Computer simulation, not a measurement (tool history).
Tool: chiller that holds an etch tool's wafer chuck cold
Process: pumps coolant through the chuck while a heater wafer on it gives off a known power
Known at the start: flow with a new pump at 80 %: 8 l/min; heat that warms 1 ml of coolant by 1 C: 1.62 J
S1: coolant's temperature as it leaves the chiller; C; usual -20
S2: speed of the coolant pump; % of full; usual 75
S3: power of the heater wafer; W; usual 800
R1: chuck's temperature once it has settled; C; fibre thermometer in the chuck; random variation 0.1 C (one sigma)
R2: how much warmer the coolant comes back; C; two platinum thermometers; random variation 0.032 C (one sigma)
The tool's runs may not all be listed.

Run 1, hour 0.0: usual settings. Result: R1 -10.7 C, R2 4.08 C.
Run 2, hour 72.7: usual settings. Result: R1 -10.8 C, R2 4.09 C.
Run 3, hour 139.6: usual settings. Result: R1 -10.9 C, R2 4.02 C.
Run 4, hour 198.1: usual settings but S1 -19 C. Result: R1 -9.8 C, R2 4.09 C.
Run 5, hour 252.6: usual settings but S1 -19 C. Result: R1 -9.6 C, R2 4.08 C.
Run 6, hour 311.8: usual settings but S3 455 W. Result: R1 -14.8 C, R2 2.34 C.
Run 7, hour 373.0: usual settings but S3 455 W. Result: R1 -15.0 C, R2 2.31 C.
Run 8, hour 425.4: usual settings. Result: R1 -10.9 C, R2 4.12 C.
Run 9, hour 500.3: usual settings but S3 942 W. Result: R1 -9.1 C, R2 4.83 C.
Run 10, hour 569.6: usual settings but S3 942 W. Result: R1 -9.1 C, R2 4.87 C.
Run 11, hour 631.0: usual settings. Result: R1 -10.8 C, R2 4.07 C.
Run 12, hour 697.1: usual settings. Result: R1 -10.7 C, R2 4.12 C.
Run 13, hour 753.2: usual settings but S2 93 % of full. Result: R1 -12.1 C, R2 3.33 C.
Run 14, hour 807.9: usual settings but S3 536 W. Result: R1 -13.8 C, R2 2.71 C.
Run 15, hour 854.7: usual settings but S3 536 W. Result: R1 -13.9 C, R2 2.75 C.
Run 16, hour 892.5: usual settings but S3 536 W. Result: R1 -14.0 C, R2 2.77 C.
Run 17, hour 960.5: usual settings but S3 536 W. Result: R1 -14.0 C, R2 2.79 C.
Run 18, hour 1003.6: usual settings but S1 -13 C, S2 62 % of full, S3 642 W. Result: R1 -4.2 C, R2 3.99 C.
At hour 1010.2: chiller's thermometer calibrated.
Run 19, hour 1065.7: usual settings but S1 -19 C, S2 80 % of full, S3 642 W. Result: R1 -12.0 C, R2 3.11 C.
Run 20, hour 1142.8: usual settings but S2 84 % of full. Result: R1 -11.5 C, R2 3.62 C.
Run 21, hour 1189.7: usual settings but S1 -28 C, S3 958 W. Result: R1 -16.9 C, R2 4.89 C.
Run 22, hour 1235.5: usual settings but S1 -26 C, S3 958 W. Result: R1 -14.9 C, R2 4.96 C.
At hour 1261.2: coolant changed, channels flushed.
At hour 1268.9: chiller's thermometer calibrated, once more.
Run 23, hour 1295.2: usual settings but S1 -11 C, S2 80 % of full, S3 618 W. Result: R1 -5.1 C, R2 2.98 C.
Run 24, hour 1327.9: usual settings but S1 -26 C, S2 80 % of full, S3 868 W. Result: R1 -17.7 C, R2 4.20 C.
Run 25, hour 1401.4: usual settings but S3 1050 W. Result: R1 -9.5 C, R2 5.43 C.
Run 26, hour 1439.0: usual settings but S3 1050 W. Result: R1 -9.5 C, R2 5.46 C.
Run 27, hour 1473.3: usual settings but S3 1050 W. Result: R1 -9.5 C, R2 5.49 C.
Run 28, hour 1546.4: usual settings but S3 1050 W. Result: R1 -9.4 C, R2 5.46 C.
Run 29, hour 1591.2: usual settings but S1 -19 C, S2 67 % of full, S3 607 W. Result: R1 -12.2 C, R2 3.55 C.
Run 30, hour 1641.7: usual settings but S1 -23 C, S2 70 % of full, S3 592 W. Result: R1 -16.6 C, R2 3.31 C.
Run 31, hour 1675.9: usual settings but S1 -11 C, S2 100 % of full, S3 841 W. Result: R1 -4.4 C, R2 3.31 C.
Run 32, hour 1733.4: usual settings but S2 100 % of full, S3 869 W. Result: R1 -13.2 C, R2 3.39 C.
Run 33, hour 1795.6: usual settings but S2 100 % of full, S3 869 W. Result: R1 -13.3 C, R2 3.38 C.

3 ways to go on from here, each from the tool as it stands after run 33. What would each give?
Run A, hour 1847.5: usual settings but S1 -28 C, S2 63 % of full, S3 821 W. Result: R1 ?, R2 ?.
Run B, hour 1847.5: usual settings but S1 -17 C, S2 100 % of full, S3 449 W. Result: R1 ?, R2 ?.
Run C, hour 1847.5: usual settings but S1 -21 C, S2 68 % of full, S3 476 W. Result: R1 ?, R2 ?.

run     R1    R2
  A  -18.5  5.11
  B  -13.5  1.72
  C  -15.9  2.72
Without the tool's hidden state the same runs would have given:
run     R1    R2
  A  -18.9  4.85
  B  -13.6  1.63
  C  -16.1  2.58
